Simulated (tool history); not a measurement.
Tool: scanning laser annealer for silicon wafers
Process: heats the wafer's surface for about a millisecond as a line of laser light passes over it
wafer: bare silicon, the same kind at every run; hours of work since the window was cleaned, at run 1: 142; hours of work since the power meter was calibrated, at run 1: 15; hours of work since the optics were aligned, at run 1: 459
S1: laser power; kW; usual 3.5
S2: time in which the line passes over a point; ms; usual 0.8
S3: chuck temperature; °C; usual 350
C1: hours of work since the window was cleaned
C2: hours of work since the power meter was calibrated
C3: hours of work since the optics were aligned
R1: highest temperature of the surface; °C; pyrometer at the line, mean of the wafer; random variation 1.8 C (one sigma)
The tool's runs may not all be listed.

| run | hour | S1 | S2 | S3 | C1 | C2 | C3 | R1 |
|---|---|---|---|---|---|---|---|---|
| 1 | 0 | 3.5 | 0.8 | 350 | 142 | 15 | 459 | 1045 |
| 2 | 9 | 3.5 | 0.8 | 350 | 148 | 21 | 464 | 1045 |
| 3 | 16.9 | 3.5 | 0.8 | 350 | 153 | 26 | 469 | 1042 |
| 4 | 25.8 | 3.5 | 0.8 | 350 | 158 | 31 | 475 | 1043 |
| 5 | 33 | 3.367 | 0.8 | 350 | 163 | 36 | 479 | 1012 |
| 6 | 39.5 | 3.525 | 0.8 | 350 | 167 | 40 | 483 | 1052 |
| 7 | 46.1 | 3.5 | 0.8 | 317 | 171 | 44 | 488 | 1007 |
| 8 | 50.8 | 3.5 | 0.608 | 350 | 174 | 47 | 490 | 949 |
| 9 | 59.1 | 3.5 | 0.8 | 375 | 179 | 52 | 496 | 1067 |
| 10 | 64.4 | 3.5 | 0.8 | 375 | 182 | 56 | 499 | 1063 |
| 11 | 72.2 | 2.977 | 0.8 | 350 | 187 | 60 | 504 | 920 |
| 12 | 80.6 | 2.977 | 0.946 | 350 | 192 | 66 | 509 | 975 |
| 13 | 86.8 | 2.977 | 0.946 | 350 | 196 | 70 | 513 | 972 |
| 14 | 93.8 | 2.977 | 0.946 | 350 | 201 | 74 | 517 | 974 |
| 15 | 100.4 | 2.977 | 0.599 | 350 | 205 | 78 | 521 | 838 |
| 16 | 109 | 3.5 | 0.61 | 350 | 210 | 83 | 527 | 950 |
|  | 114.9 | optics aligned, line set to its width |
| 17 | 120.1 | 3.5 | 0.61 | 350 | 214 | 87 | 3 | 940 |
| 18 | 130.3 | 3.5 | 0.61 | 350 | 220 | 94 | 10 | 942 |
| 19 | 139.2 | 3.5 | 0.61 | 350 | 226 | 99 | 15 | 944 |
| 20 | 143.8 | 3.5 | 0.61 | 350 | 229 | 102 | 18 | 940 |
| 21 | 148.4 | 3.5 | 0.61 | 350 | 232 | 105 | 21 | 941 |
|  | 155.7 | optics aligned, line set to its width, once more |
| 22 | 159.9 | 3.533 | 0.888 | 356 | 236 | 109 | 3 | 1087 |
| 23 | 165.8 | 3.533 | 0.888 | 356 | 239 | 113 | 6 | 1085 |
| 24 | 174.2 | 3.073 | 0.804 | 360 | 245 | 118 | 12 | 951 |
| 25 | 178.6 | 3.787 | 0.851 | 350 | 247 | 121 | 14 | 1127 |
| 26 | 184.8 | 3.5 | 0.62 | 350 | 251 | 124 | 18 | 946 |
| 27 | 193.2 | 3.5 | 0.636 | 350 | 257 | 130 | 23 | 958 |
| 28 | 199.5 | 3.222 | 0.64 | 389 | 260 | 134 | 27 | 942 |
| 29 | 206.3 | 3.558 | 0.911 | 330 | 265 | 138 | 32 | 1077 |
| 30 | 216.5 | 3.558 | 0.911 | 330 | 271 | 144 | 38 | 1072 |
| 31 | 224.8 | 3.558 | 0.911 | 330 | 276 | 149 | 43 | 1074 |
| 32 | 234.3 | 3.643 | 0.98 | 326 | 282 | 155 | 49 | 1120 |
| 33 | 240.7 | 3.447 | 0.98 | 389 | 286 | 159 | 53 | 1131 |
| 34 | 245.2 | 3.504 | 0.63 | 364 | 289 | 162 | 56 | 965 |
| 35 | 251.1 | 3.504 | 0.968 | 364 | 293 | 166 | 60 | 1115 |
| 36 | 255.3 | 3.5 | 0.8 | 314 | 295 | 168 | 62 | 993 |
| 37 | 262.6 | 3.658 | 0.935 | 347 | 300 | 173 | 67 | 1121 |
| 38 | 268.9 | 3.752 | 0.935 | 387 | 304 | 177 | 71 | 1185 |

The same runs without the tool's hidden state, with the same run-to-run variation:
The hidden state here: light that passes the window, % of a clean one's; laser's true power over the reading, %; width of the line over the set one, %; drift of the gauge itself on peak_c, C.
| run | R1 |
|---|---|
| 1 | 1067 |
| 2 | 1068 |
| 3 | 1066 |
| 4 | 1068 |
| 5 | 1036 |
| 6 | 1078 |
| 7 | 1033 |
| 8 | 972 |
| 9 | 1095 |
| 10 | 1091 |
| 11 | 944 |
| 12 | 1001 |
| 13 | 998 |
| 14 | 1001 |
| 15 | 859 |
| 16 | 977 |
| 17 | 970 |
| 18 | 972 |
| 19 | 975 |
| 20 | 972 |
| 21 | 973 |
| 22 | 1121 |
| 23 | 1120 |
| 24 | 979 |
| 25 | 1164 |
| 26 | 975 |
| 27 | 989 |
| 28 | 970 |
| 29 | 1116 |
| 30 | 1111 |
| 31 | 1113 |
| 32 | 1164 |
| 33 | 1172 |
| 34 | 998 |
| 35 | 1158 |
| 36 | 1032 |
| 37 | 1166 |
| 38 | 1232 |

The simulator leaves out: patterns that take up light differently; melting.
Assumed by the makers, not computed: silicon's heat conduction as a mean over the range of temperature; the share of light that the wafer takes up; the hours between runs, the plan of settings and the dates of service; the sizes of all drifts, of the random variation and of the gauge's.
